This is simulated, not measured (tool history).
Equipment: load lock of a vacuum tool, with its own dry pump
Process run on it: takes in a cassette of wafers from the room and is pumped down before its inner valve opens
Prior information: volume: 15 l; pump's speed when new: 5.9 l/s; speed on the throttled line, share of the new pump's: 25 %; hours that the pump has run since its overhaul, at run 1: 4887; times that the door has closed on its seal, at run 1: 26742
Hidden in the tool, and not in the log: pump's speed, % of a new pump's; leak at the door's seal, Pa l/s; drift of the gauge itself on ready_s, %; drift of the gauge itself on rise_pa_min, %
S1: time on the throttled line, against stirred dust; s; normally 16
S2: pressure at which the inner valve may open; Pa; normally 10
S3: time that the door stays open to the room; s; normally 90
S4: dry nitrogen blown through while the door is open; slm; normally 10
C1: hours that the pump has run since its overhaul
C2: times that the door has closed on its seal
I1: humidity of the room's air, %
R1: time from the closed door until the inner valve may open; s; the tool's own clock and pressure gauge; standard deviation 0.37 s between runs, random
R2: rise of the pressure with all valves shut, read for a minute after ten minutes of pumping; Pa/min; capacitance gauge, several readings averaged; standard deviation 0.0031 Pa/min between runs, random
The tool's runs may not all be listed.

| run | hour | S1 | S2 | S3 | S4 | C1 | C2 | I1 | R1 | R2 |
|---|---|---|---|---|---|---|---|---|---|---|
| 1 | 0 | 16 | 10 | 90 | 10 | 4887 | 26742 | 45.6 | 37.8 | 0.203 |
| 2 | 249.1 | 16 | 10 | 90 | 10 | 5136 | 27759 | 43.2 | 38.4 | 0.208 |
| 3 | 536.3 | 16 | 10 | 90 | 16 | 5423 | 28931 | 43.9 | 38.7 | 0.204 |
| 4 | 906.5 | 16 | 10 | 90 | 16 | 5793 | 30442 | 45.4 | 38.9 | 0.229 |
| 5 | 1187.4 | 16 | 10 | 90 | 16 | 6074 | 31588 | 46 | 39.2 | 0.233 |
| 6 | 1716 | 16 | 15 | 90 | 10 | 6603 | 33746 | 45.9 | 37.8 | 0.256 |
| 7 | 2231.8 | 16 | 15 | 90 | 10 | 7118 | 35851 | 46 | 39.1 | 0.285 |
| 8 | 2793.4 | 16 | 10 | 90 | 10 | 7680 | 38143 | 42.4 | 40.3 | 0.299 |
| 9 | 3297.6 | 16 | 10 | 90 | 10 | 8184 | 40201 | 44.2 | 40.4 | 0.325 |
| 10 | 3659.6 | 16 | 10 | 90 | 10 | 8546 | 41678 | 43.8 | 41.1 | 0.333 |
| 11 | 4231.2 | 16 | 10 | 90 | 10 | 9118 | 44011 | 44.3 | 40.6 | 0.361 |
|  | 4494.2 | dry pump taken out, an overhauled one fitted |
| 12 | 4712.3 | 16 | 10 | 172 | 10 | 218 | 45950 | 43.9 | 35.5 | 0.411 |
| 13 | 5035.8 | 16 | 10 | 90 | 10 | 542 | 47270 | 44.9 | 35.8 | 0.398 |
| 14 | 5304 | 16 | 10 | 90 | 10 | 810 | 48365 | 45.2 | 36.3 | 0.417 |
| 15 | 5598.6 | 10 | 9 | 90 | 10 | 1104 | 49567 | 46.3 | 31.9 | 0.424 |
| 16 | 5941 | 10 | 9 | 235 | 12 | 1447 | 50964 | 45.6 | 31.8 | 0.485 |
| 17 | 6478.3 | 13 | 9 | 235 | 7 | 1984 | 53157 | 43.5 | 34.4 | 0.525 |
| 18 | 6829.7 | 13 | 9 | 235 | 7 | 2335 | 54591 | 44.2 | 34.2 | 0.532 |

Run 19 comes next. What will it give?
| 19 | 7356.3 | 13 | 9 | 235 | 7 | 2862 | 56741 | 48.7 | ? | ? |

R1: 35 s
R2: 0.571 Pa/min
Had the tool carried no hidden state, the very same run would have given R1 33.5 s, R2 0.123 Pa/min.

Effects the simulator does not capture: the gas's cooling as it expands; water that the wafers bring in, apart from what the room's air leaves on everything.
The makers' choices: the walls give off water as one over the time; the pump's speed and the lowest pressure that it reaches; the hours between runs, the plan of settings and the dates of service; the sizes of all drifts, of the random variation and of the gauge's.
